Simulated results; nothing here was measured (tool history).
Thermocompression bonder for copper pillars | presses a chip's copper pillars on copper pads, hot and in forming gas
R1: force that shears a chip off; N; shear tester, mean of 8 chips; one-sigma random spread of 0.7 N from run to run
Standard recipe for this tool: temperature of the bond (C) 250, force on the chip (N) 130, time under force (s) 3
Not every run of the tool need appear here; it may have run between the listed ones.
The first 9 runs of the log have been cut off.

{"run": 10, "hour": 171.2, "temperature of the bond (C)": 258, "force on the chip (N)": 130, "time under force (s)": 3, "R1": 81.1}
{"run": 11, "hour": 181.6, "temperature of the bond (C)": 258, "force on the chip (N)": 130, "time under force (s)": 3, "R1": 81}
{"run": 12, "hour": 199.4, "temperature of the bond (C)": 258, "force on the chip (N)": 130, "time under force (s)": 2, "R1": 70}
{"hour": 202.5, "done": "heater calibrated with a thermocouple chip"}
{"run": 13, "hour": 211.9, "temperature of the bond (C)": 258, "force on the chip (N)": 130, "time under force (s)": 2, "R1": 72.5}
{"run": 14, "hour": 227.8, "temperature of the bond (C)": 232, "force on the chip (N)": 130, "time under force (s)": 3, "R1": 59}
{"run": 15, "hour": 251.2, "temperature of the bond (C)": 250, "force on the chip (N)": 195, "time under force (s)": 3, "R1": 96.9}
{"run": 16, "hour": 264.4, "temperature of the bond (C)": 250, "force on the chip (N)": 102, "time under force (s)": 3, "R1": 63.7}
{"hour": 272.2, "done": "heater calibrated with a thermocouple chip, once more"}
{"run": 17, "hour": 285.8, "temperature of the bond (C)": 250, "force on the chip (N)": 193, "time under force (s)": 3, "R1": 88.5}
{"run": 18, "hour": 302.8, "temperature of the bond (C)": 250, "force on the chip (N)": 130, "time under force (s)": 3, "R1": 69.5}
{"run": 19, "hour": 326.6, "temperature of the bond (C)": 256, "force on the chip (N)": 130, "time under force (s)": 3, "R1": 75.3}
{"run": 20, "hour": 337.1, "temperature of the bond (C)": 256, "force on the chip (N)": 130, "time under force (s)": 3, "R1": 74.9}
{"run": 21, "hour": 360.1, "temperature of the bond (C)": 256, "force on the chip (N)": 130, "time under force (s)": 3, "R1": 75.1}
{"run": 22, "hour": 382.0, "temperature of the bond (C)": 261, "force on the chip (N)": 168, "time under force (s)": 4, "R1": 99.7}
{"hour": 384.8, "done": "forming gas filter changed"}
{"run": 23, "hour": 395.9, "temperature of the bond (C)": 269, "force on the chip (N)": 174, "time under force (s)": 5, "R1": 120.2}
{"run": 24, "hour": 420.8, "temperature of the bond (C)": 269, "force on the chip (N)": 174, "time under force (s)": 5, "R1": 121.6}
{"run": 25, "hour": 440.9, "temperature of the bond (C)": 269, "force on the chip (N)": 174, "time under force (s)": 5, "R1": 121}
{"run": 26, "hour": 461.0, "temperature of the bond (C)": 270, "force on the chip (N)": 103, "time under force (s)": 6, "R1": 99.5}
{"run": 27, "hour": 482.8, "temperature of the bond (C)": 270, "force on the chip (N)": 103, "time under force (s)": 6, "R1": 96.3}
{"run": 28, "hour": 507.9, "temperature of the bond (C)": 250, "force on the chip (N)": 130, "time under force (s)": 2, "R1": 62.8}
{"run": 29, "hour": 526.5, "temperature of the bond (C)": 250, "force on the chip (N)": 177, "time under force (s)": 4, "R1": 97.6}
{"run": 30, "hour": 550.4, "temperature of the bond (C)": 236, "force on the chip (N)": 120, "time under force (s)": 3, "R1": 55.5}
{"run": 31, "hour": 575.8, "temperature of the bond (C)": 236, "force on the chip (N)": 120, "time under force (s)": 3, "R1": 55.8}

What does the tool deliver on the next run?
{"run": 32, "hour": 594.7, "temperature of the bond (C)": 227, "force on the chip (N)": 147, "time under force (s)": 7, "R1": "?"}

R1: 76.4 N
With the hidden condition absent and the run-to-run variation left alone, this run would have shown R1 78 N.
